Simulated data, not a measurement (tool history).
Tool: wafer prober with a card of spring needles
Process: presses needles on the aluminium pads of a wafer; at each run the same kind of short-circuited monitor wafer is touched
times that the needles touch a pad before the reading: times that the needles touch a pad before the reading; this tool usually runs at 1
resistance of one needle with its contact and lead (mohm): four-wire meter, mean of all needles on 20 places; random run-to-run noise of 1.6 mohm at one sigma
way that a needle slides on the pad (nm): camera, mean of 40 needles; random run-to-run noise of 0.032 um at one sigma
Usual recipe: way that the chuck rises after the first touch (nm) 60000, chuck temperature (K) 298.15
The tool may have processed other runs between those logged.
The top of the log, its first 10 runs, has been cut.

run   hour  way that the chuck rises after the first touch (nm)  chuck temperature (K)  times that the needles touch a pad before the reading  touches since the tips were cleaned  cleanings since the card got new needles  touches since the first contact's height was set  resistance of one needle with its contact and lead (mohm)  way that a needle slides on the pad (nm)
     197.4  -- tips cleaned on abrasive film
 11  207.5                                                60000                 298.15                                                      1                                 3891                                        91                                             20380                                                        213                                     12330
     211.8  -- tips cleaned on abrasive film
     226.6  -- tips cleaned on abrasive film
 12  235.6                                                60000                 298.15                                                      1                                 3455                                        93                                             31061                                                        209                                     12270
     241.5  -- tips cleaned on abrasive film
     243.6  -- height of the first contact set anew, once more
     256.3  -- tips cleaned on abrasive film
 13  262.0                                                60000                 340.15                                                      1                                 2169                                        95                                              6992                                                        205                                     12860
     271.7  -- tips cleaned on abrasive film
     286.5  -- tips cleaned on abrasive film
 14  292.0                                                60000                 340.15                                                      1                                 2105                                        97                                             18382                                                        198                                     12820
     302.0  -- tips cleaned on abrasive film
 15  309.7                                                68000                 298.15                                                      1                                 2974                                        98                                             25144                                                        196                                     14480
     316.7  -- tips cleaned on abrasive film
 16  322.8                                                55000                 318.15                                                      2                                 2333                                        99                                             30101                                                        188                                     11690
     330.6  -- tips cleaned on abrasive film
 17  336.0                                                52000                 344.15                                                      1                                 2075                                       100                                             35131                                                        213                                     11030
     346.9  -- tips cleaned on abrasive film
 18  358.3                                                45000                 306.15                                                      2                                 4339                                       101                                             43613                                                        215                                      9520
     362.7  -- tips cleaned on abrasive film
     377.4  -- tips cleaned on abrasive film
 19  378.4                                                71000                 306.15                                                      1                                  387                                       103                                             51256                                                        168                                     15060
     391.5  -- tips cleaned on abrasive film
     405.2  -- tips cleaned on abrasive film
 20  405.2                                                60000                 298.15                                                      3                                    0                                       105                                             61450                                                        159                                     12650
     419.2  -- tips cleaned on abrasive film
 21  420.8                                                67000                 298.15                                                      3                                  584                                       106                                             67350                                                        165                                     14120
     433.4  -- tips cleaned on abrasive film
 22  435.1                                                67000                 298.15                                                      3                                  640                                       107                                             72811                                                        164                                     14140
     447.2  -- tips cleaned on abrasive film
     460.7  -- tips cleaned on abrasive film
 23  465.3                                                72000                 298.15                                                      1                                 1757                                       109                                             84297                                                        179                                     15150
     475.0  -- tips cleaned on abrasive film
     489.2  -- tips cleaned on abrasive film
 24  489.2                                                72000                 298.15                                                      1                                    0                                       111                                             93358                                                        159                                     15180
     504.2  -- tips cleaned on abrasive film
     518.6  -- tips cleaned on abrasive film
 25  518.6                                                72000                 298.15                                                      1                                    0                                       113                                            104543                                                        162                                     15070
     534.2  -- tips cleaned on abrasive film
 26  535.7                                                50000                 335.15                                                      2                                  602                                       114                                            111072                                                        183                                     10380
     547.7  -- tips cleaned on abrasive film
 27  548.8                                                50000                 335.15                                                      2                                  427                                       115                                            116047                                                        183                                     10330
     561.9  -- tips cleaned on abrasive film
 28  571.0                                                60000                 323.15                                                      1                                 3487                                       116                                            124507                                                        213                                     12520
     576.7  -- tips cleaned on abrasive film
     578.3  -- height of the first contact set anew
     591.4  -- tips cleaned on abrasive film
 29  598.4                                                60000                 323.15                                                      1                                 2665                                       118                                              7640                                                        211                                     12760
     605.4  -- tips cleaned on abrasive film
     619.0  -- tips cleaned on abrasive film
 30  621.2                                                74000                 308.15                                                      3                                  828                                       120                                             16307                                                        166                                     15800

Branching from run 30: 5 alternative next runs. What would each branch give?
     633.0  -- tips cleaned on abrasive film
  A  638.6                                                72000                 363.15                                                      1                                 2113                                       121                                             22911                                                          ?                                         ?
     633.0  -- tips cleaned on abrasive film
  B  638.6                                                74000                 342.15                                                      3                                 2113                                       121                                             22911                                                          ?                                         ?
     633.0  -- tips cleaned on abrasive film
  C  638.6                                                49000                 397.15                                                      1                                 2113                                       121                                             22911                                                          ?                                         ?
     633.0  -- tips cleaned on abrasive film
  D  638.6                                                76000                 301.15                                                      2                                 2113                                       121                                             22911                                                          ?                                         ?
     633.0  -- tips cleaned on abrasive film
  E  638.6                                                60000                 364.15                                                      2                                 2113                                       121                                             22911                                                          ?                                         ?

run  resistance of one needle with its contact and lead (mohm)  way that a needle slides on the pad (nm)
  A                                                        198                                     15350
  B                                                        177                                     15710
  C                                                        228                                     10410
  D                                                        176                                     16120
  E                                                        198                                     12750
What these runs would have given with no unlogged condition in the tool:
run  resistance of one needle with its contact and lead (mohm)  way that a needle slides on the pad (nm)
  A                                                        171                                     15420
  B                                                        168                                     15780
  C                                                        180                                     10470
  D                                                        159                                     16180
  E                                                        175                                     12810
